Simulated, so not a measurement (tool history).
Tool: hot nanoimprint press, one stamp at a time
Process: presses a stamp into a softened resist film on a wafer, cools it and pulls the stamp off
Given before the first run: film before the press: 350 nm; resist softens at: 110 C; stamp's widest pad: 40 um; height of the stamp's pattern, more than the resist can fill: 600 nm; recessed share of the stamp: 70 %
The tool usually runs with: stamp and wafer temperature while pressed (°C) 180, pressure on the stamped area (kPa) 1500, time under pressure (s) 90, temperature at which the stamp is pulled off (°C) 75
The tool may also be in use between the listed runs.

| run | hour | stamp and wafer temperature while pressed (°C) | pressure on the stamped area (kPa) | time under pressure (s) | temperature at which the stamp is pulled off (°C) | resist left under the stamp's widest pad (nm) | greatest force while the stamp is pulled off (N) |
|---|---|---|---|---|---|---|---|
| 1 | 0 | 180 | 1500 | 90 | 75 | 126.3 | 296 |
| 2 | 27.8 | 180 | 1500 | 90 | 75 | 127.9 | 296 |
| 3 | 59.4 | 180 | 1500 | 90 | 75 | 127.4 | 296 |
| 4 | 113.2 | 180 | 1500 | 90 | 75 | 127.8 | 301 |
| 5 | 156.2 | 180 | 1500 | 48 | 75 | 158.5 | 306 |
| 6 | 205.3 | 180 | 1500 | 48 | 75 | 161.6 | 312 |
| 7 | 255.8 | 180 | 1500 | 90 | 75 | 128.5 | 316 |
| 8 | 316.3 | 180 | 1500 | 90 | 75 | 131.1 | 340 |
| 9 | 344 | 180 | 1500 | 90 | 75 | 131.3 | 340 |
| 10 | 410.2 | 180 | 2330 | 90 | 75 | 102.3 | 236 |
| 11 | 451.2 | 180 | 1500 | 90 | 75 | 135.8 | 230 |
| 12 | 481 | 169 | 1500 | 90 | 75 | 208.3 | 229 |
| 13 | 526.5 | 169 | 1340 | 90 | 69 | 219.4 | 279 |
| 14 | 582.5 | 180 | 1500 | 110 | 75 | 124 | 240 |
| 15 | 613.6 | 178 | 1730 | 138 | 68 | 116.3 | 282 |
| 16 | 666.8 | 180 | 1610 | 63 | 74 | 138.8 | 249 |
| 17 | 718.5 | 180 | 1610 | 63 | 74 | 139.4 | 252 |
| 18 | 761 | 185 | 1500 | 90 | 80 | 104.8 | 228 |
| 19 | 814.1 | 185 | 1930 | 67 | 79 | 102.2 | 232 |
| 20 | 841.5 | 172 | 1190 | 67 | 63 | 214.1 | 346 |
| 21 | 900.4 | 172 | 1190 | 67 | 63 | 214.8 | 339 |
| 22 | 943.9 | 180 | 1230 | 90 | 73 | 142.8 | 276 |
| 23 | 992.2 | 180 | 1230 | 90 | 73 | 145.3 | 278 |
| 24 | 1054.9 | 184 | 1310 | 126 | 75 | 106.9 | 276 |

Removed from this log: 3 entries logged between the listed runs. Between which two listed runs does each belong, and how does the tool's hidden state at the listed run before it compare with that at the listed run after it?
Between runs 9 and 10: stamp cleaned and given a new release coat (hour 356.1)
  true temperature over the reading, C: -0.86 -> -0.96; pressure that arrives at the usual setting, %: 98.09 -> 97.93; grip of the stamp's worn release coat, % over a new coat's: 49.4 -> 2.1
  difference, measured minus the result without the unlogged condition, resist left under the stamp's widest pad (nm): +5.7 -> +5.8; greatest force while the stamp is pulled off (N): +117 -> +10
Between runs 10 and 11: plate thermocouple calibrated (hour 417.4)
  true temperature over the reading, C: -0.96 -> -1.45; pressure that arrives at the usual setting, %: 97.93 -> 97.84; grip of the stamp's worn release coat, % over a new coat's: 2.1 -> 3.6
  difference, measured minus the result without the unlogged condition, resist left under the stamp's widest pad (nm): +5.8 -> +9.1; greatest force while the stamp is pulled off (N): +10 -> +16
Between runs 15 and 16: plate thermocouple calibrated, once more (hour 629.3)
  true temperature over the reading, C: -1.74 -> -0.01; pressure that arrives at the usual setting, %: 97.43 -> 97.3; grip of the stamp's worn release coat, % over a new coat's: 10 -> 12
  difference, measured minus the result without the unlogged condition, resist left under the stamp's widest pad (nm): +9.9 -> +2.3; greatest force while the stamp is pulled off (N): +35 -> +27

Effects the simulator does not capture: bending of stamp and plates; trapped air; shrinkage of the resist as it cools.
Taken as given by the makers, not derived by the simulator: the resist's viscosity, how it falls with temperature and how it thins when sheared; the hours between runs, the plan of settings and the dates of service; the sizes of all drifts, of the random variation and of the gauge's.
